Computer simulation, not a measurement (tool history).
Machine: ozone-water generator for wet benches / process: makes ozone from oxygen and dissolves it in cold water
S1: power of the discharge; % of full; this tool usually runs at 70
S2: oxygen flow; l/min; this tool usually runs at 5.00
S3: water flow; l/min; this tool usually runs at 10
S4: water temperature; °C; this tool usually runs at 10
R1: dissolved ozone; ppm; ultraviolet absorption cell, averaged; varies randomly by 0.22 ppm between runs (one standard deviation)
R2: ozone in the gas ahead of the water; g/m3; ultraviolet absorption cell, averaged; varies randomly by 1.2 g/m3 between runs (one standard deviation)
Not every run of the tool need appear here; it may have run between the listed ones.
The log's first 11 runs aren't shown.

| run | hour | S1 | S2 | S3 | S4 | R1 | R2 |
|---|---|---|---|---|---|---|---|
| 12 | 344.1 | 70 | 5.00 | 8 | 10 | 37.4 | 206.6 |
| 13 | 381.6 | 70 | 5.00 | 8 | 10 | 37.1 | 206.1 |
| 14 | 419.1 | 70 | 5.00 | 10 | 10 | 31.7 | 206.8 |
| 15 | 440.6 | 65 | 5.00 | 10 | 10 | 30.4 | 195.5 |
| 16 | 462.0 | 65 | 5.00 | 10 | 10 | 30.2 | 196.3 |
| 17 | 486.6 | 44 | 3.67 | 9 | 5 | 26.0 | 169.4 |
| 18 | 528.7 | 78 | 2.52 | 9 | 14 | 31.8 | 285.2 |
| 19 | 558.6 | 78 | 2.52 | 9 | 14 | 31.5 | 286.4 |
| 20 | 579.4 | 100 | 5.70 | 12 | 8 | 37.1 | 246.8 |
| 21 | 600.7 | 52 | 2.61 | 10 | 10 | 23.7 | 212.8 |
| 22 | 620.6 | 83 | 4.95 | 9 | 13 | 36.5 | 231.9 |
| 23 | 646.1 | 83 | 4.95 | 9 | 13 | 36.1 | 230.4 |
| 24 | 673.5 | 83 | 4.95 | 9 | 13 | 36.3 | 229.7 |
| 25 | 696.9 | 70 | 2.93 | 7 | 6 | 42.2 | 249.5 |
| 26 | 722.9 | 64 | 8.35 | 15 | 6 | 24.3 | 159.3 |
| 27 | 741.0 | 70 | 4.43 | 7 | 18 | 35.0 | 213.7 |
| 28 | 779.5 | 72 | 5.00 | 16 | 12 | 21.4 | 207.7 |
| 29 | 800.7 | 72 | 5.00 | 16 | 12 | 21.2 | 206.6 |
|  | 817.0 | gauge calibrated |
| 30 | 832.3 | 50 | 5.00 | 7 | 10 | 32.2 | 164.0 |
| 31 | 850.1 | 70 | 6.25 | 7 | 10 | 40.0 | 189.9 |
| 32 | 869.7 | 70 | 4.29 | 7 | 10 | 40.2 | 220.6 |

What if the next run were any one of these 3? Each begins from the tool's condition after run 32:
| A | 887.4 | 94 | 8.72 | 16 | 10 | ? | ? |
| B | 887.4 | 53 | 4.29 | 8 | 14 | ? | ? |
| C | 887.4 | 40 | 5.00 | 10 | 10 | ? | ? |

| run | R1 | R2 |
|---|---|---|
| A | 27.6 | 205.7 |
| B | 28.4 | 180.5 |
| C | 21.9 | 143.7 |
With no hidden state in the tool, these same runs would have given:
| run | R1 | R2 |
|---|---|---|
| A | 27.6 | 206.3 |
| B | 28.4 | 181.0 |
| C | 21.9 | 144.1 |

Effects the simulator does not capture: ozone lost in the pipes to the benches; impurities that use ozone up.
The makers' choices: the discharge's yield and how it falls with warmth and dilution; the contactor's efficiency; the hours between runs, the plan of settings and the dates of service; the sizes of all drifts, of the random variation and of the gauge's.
